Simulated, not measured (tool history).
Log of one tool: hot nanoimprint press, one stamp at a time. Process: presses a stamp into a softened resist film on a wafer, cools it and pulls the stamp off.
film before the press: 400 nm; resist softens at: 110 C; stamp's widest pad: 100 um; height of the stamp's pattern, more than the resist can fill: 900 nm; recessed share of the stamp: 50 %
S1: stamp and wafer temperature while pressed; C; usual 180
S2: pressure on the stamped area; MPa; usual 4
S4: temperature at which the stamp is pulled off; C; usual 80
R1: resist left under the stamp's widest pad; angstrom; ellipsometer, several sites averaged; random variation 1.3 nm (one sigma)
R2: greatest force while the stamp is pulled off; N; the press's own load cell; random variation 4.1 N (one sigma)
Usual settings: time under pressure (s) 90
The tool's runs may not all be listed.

run 1 hour=0 | S1=180 S2=4 time_under_pressure_(s)=90 S4=80 | R1=1971 R2=222
run 2 hour=11 | S1=180 S2=4 time_under_pressure_(s)=90 S4=80 | R1=1970 R2=225
run 3 hour=17.6 | S1=180 S2=4 time_under_pressure_(s)=90 S4=81 | R1=1985 R2=215
run 4 hour=24.6 | S1=180 S2=4 time_under_pressure_(s)=90 S4=81 | R1=1974 R2=217
run 5 hour=30.8 | S1=180 S2=4 time_under_pressure_(s)=90 S4=80 | R1=1977 R2=217
run 6 hour=42.3 | S1=180 S2=4 time_under_pressure_(s)=90 S4=80 | R1=1978 R2=223
run 7 hour=53 | S1=180 S2=4 time_under_pressure_(s)=47 S4=80 | R1=2433 R2=216
run 8 hour=63.3 | S1=180 S2=4 time_under_pressure_(s)=90 S4=80 | R1=1977 R2=220
run 9 hour=73.9 | S1=180 S2=4 time_under_pressure_(s)=90 S4=80 | R1=1988 R2=226
run 10 hour=85.2 | S1=188 S2=4 time_under_pressure_(s)=90 S4=80 | R1=1643 R2=220
run 11 hour=90.4 | S1=180 S2=4 time_under_pressure_(s)=90 S4=80 | R1=1994 R2=220
run 12 hour=101.5 | S1=180 S2=6.36 time_under_pressure_(s)=90 S4=80 | R1=1554 R2=227
run 13 hour=108.3 | S1=180 S2=6.36 time_under_pressure_(s)=90 S4=80 | R1=1540 R2=213
run 14 hour=120 | S1=180 S2=4 time_under_pressure_(s)=90 S4=71 | R1=2002 R2=269
run 15 hour=126.6 | S1=180 S2=4 time_under_pressure_(s)=90 S4=71 | R1=1994 R2=278

Forecast run 16:
run 16 hour=135.9 | S1=180 S2=4 time_under_pressure_(s)=90 S4=71 | R1=? R2=?

R1: 2007 angstrom
R2: 263 N
Without the tool's hidden state the same run would have given R1 1957 angstrom, R2 232 N.
